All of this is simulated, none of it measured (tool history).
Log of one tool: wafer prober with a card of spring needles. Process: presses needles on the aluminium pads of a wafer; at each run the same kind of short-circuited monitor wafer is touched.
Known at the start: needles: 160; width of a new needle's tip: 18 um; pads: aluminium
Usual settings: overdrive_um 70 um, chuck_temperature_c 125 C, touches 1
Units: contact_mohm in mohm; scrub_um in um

run	hour	overdrive_um	chuck_temperature_c	touches	contact_mohm	scrub_um
1	0	70	125	1	162	18.3
2	14.3	70	125	1	157	18.31
3	36.1	70	125	1	159	18.31
4	58.2	70	125	2	161	18.37
5	73.2	70	83	1	151	18.49
6	92.2	70	83	1	153	18.42
7	102.9	70	83	1	154	18.39
8	116.1	70	125	2	164	18.47
9	132	70	125	2	159	18.45
10	143	71	125	1	158	18.68
11	167.6	71	125	1	161	18.7
12	179.6	70	125	1	161	18.51
13	200	70	35	1	143	18.51
14	214.6	70	35	1	144	18.57
15	239.4	70	62	1	149	18.51
16	262.7	70	125	1	161	18.52
17	284.9	70	125	1	162	18.52
18	299.6	70	65	2	149	18.77
19	322.5	70	41	2	147	18.7
20	339.2	89	75	2	146	23.72
21	356	70	42	1	145	18.67
22	374.3	70	42	1	148	18.66
23	397.9	70	125	1	162	18.32
24	416.6	60	125	2	167	15.75
25	434	60	125	2	164	15.71
26	451.2	87	109	2	156	22.65
27	473.4	87	109	2	152	22.92
28	487.1	80	103	1	153	20.98
29	498.6	80	103	1	157	21.05
30	512.7	80	103	1	155	21.06
31	536.2	63	92	1	159	16.5
32	553.4	63	92	1	157	16.53
33	567.9	63	92	1	156	16.6
34	581.4	63	92	1	158	16.63

Taken out of this log: 16 entries between the listed runs. Where each belongs, and how the hidden state differs across it:
Between runs 2 and 3: tips cleaned on abrasive film (hour 31.8)
  debris on the tips, nm: 0.4 -> 0.2; drift of the gauge itself on scrub_um, %: 0.08 -> 0.21
  measured less the result without the state, scrub_um: +0.01 -> +0.04 um
Between runs 4 and 5: tips cleaned on abrasive film (hour 71.5)
  debris on the tips, nm: 0.5 -> 0.1; drift of the gauge itself on scrub_um, %: 0.33 -> 0.42
  measured less the result without the state, scrub_um: +0.07 -> +0.08 um
Between runs 7 and 8: tips cleaned on abrasive film (hour 110.1)
  debris on the tips, nm: 0.5 -> 0.2; drift of the gauge itself on scrub_um, %: 0.59 -> 0.67
  measured less the result without the state, scrub_um: +0.11 -> +0.13 um
Between runs 10 and 11: tips cleaned on abrasive film (hour 149.1)
  debris on the tips, nm: 0.5 -> 0.4; drift of the gauge itself on scrub_um, %: 0.82 -> 0.96
  measured less the result without the state, scrub_um: +0.15 -> +0.18 um
Between runs 12 and 13: tips cleaned on abrasive film (hour 188.1)
  debris on the tips, nm: 0.5 -> 0.3; drift of the gauge itself on scrub_um, %: 1.03 -> 1.15
  measured less the result without the state, scrub_um: +0.19 -> +0.21 um
Between runs 14 and 15: tips cleaned on abrasive film (hour 226.5)
  debris on the tips, nm: 0.4 -> 0.3; drift of the gauge itself on scrub_um, %: 1.23 -> 1.37
  measured less the result without the state, scrub_um: +0.23 -> +0.25 um
Between runs 16 and 17: tips cleaned on abrasive film (hour 265)
  debris on the tips, nm: 0.5 -> 0.4; drift of the gauge itself on scrub_um, %: 1.51 -> 1.64
  measured less the result without the state, scrub_um: +0.28 -> +0.3 um
Between runs 18 and 19: tips cleaned on abrasive film (hour 304.4)
  debris on the tips, nm: 0.5 -> 0.4; drift of the gauge itself on scrub_um, %: 1.72 -> 1.85
  measured less the result without the state, scrub_um: +0.32 -> +0.34 um
Between runs 20 and 21: tips cleaned on abrasive film (hour 344.3)
  debris on the tips, nm: 0.5 -> 0.3; drift of the gauge itself on scrub_um, %: 1.95 -> 2.04
  measured less the result without the state, scrub_um: +0.45 -> +0.38 um
Between runs 22 and 23: tips cleaned on abrasive film (hour 384); gauge calibrated (hour 396.9)
  debris on the tips, nm: 0.5 -> 0.3; drift of the gauge itself on scrub_um, %: 2.15 -> 0.01
  measured less the result without the state, scrub_um: +0.39 -> +0 um
Between runs 24 and 25: tips cleaned on abrasive film (hour 423.6)
  debris on the tips, nm: 0.5 -> 0.3; drift of the gauge itself on scrub_um, %: 0.11 -> 0.21
  measured less the result without the state, scrub_um: +0.02 -> +0.03 um
Between runs 26 and 27: tips cleaned on abrasive film (hour 463.5)
  debris on the tips, nm: 0.5 -> 0.3; drift of the gauge itself on scrub_um, %: 0.31 -> 0.44
  measured less the result without the state, scrub_um: +0.07 -> +0.1 um
Between runs 29 and 30: tips cleaned on abrasive film (hour 502.8)
  debris on the tips, nm: 0.5 -> 0.3; drift of the gauge itself on scrub_um, %: 0.58 -> 0.66
  measured less the result without the state, scrub_um: +0.13 -> +0.14 um
Between runs 31 and 32: tips cleaned on abrasive film (hour 541.3)
  debris on the tips, nm: 0.5 -> 0.3; drift of the gauge itself on scrub_um, %: 0.8 -> 0.9
  measured less the result without the state, scrub_um: +0.13 -> +0.14 um
Between runs 33 and 34: tips cleaned on abrasive film (hour 580.4)
  debris on the tips, nm: 0.5 -> 0.1; drift of the gauge itself on scrub_um, %: 0.98 -> 1.06
  measured less the result without the state, scrub_um: +0.16 -> +0.18 um

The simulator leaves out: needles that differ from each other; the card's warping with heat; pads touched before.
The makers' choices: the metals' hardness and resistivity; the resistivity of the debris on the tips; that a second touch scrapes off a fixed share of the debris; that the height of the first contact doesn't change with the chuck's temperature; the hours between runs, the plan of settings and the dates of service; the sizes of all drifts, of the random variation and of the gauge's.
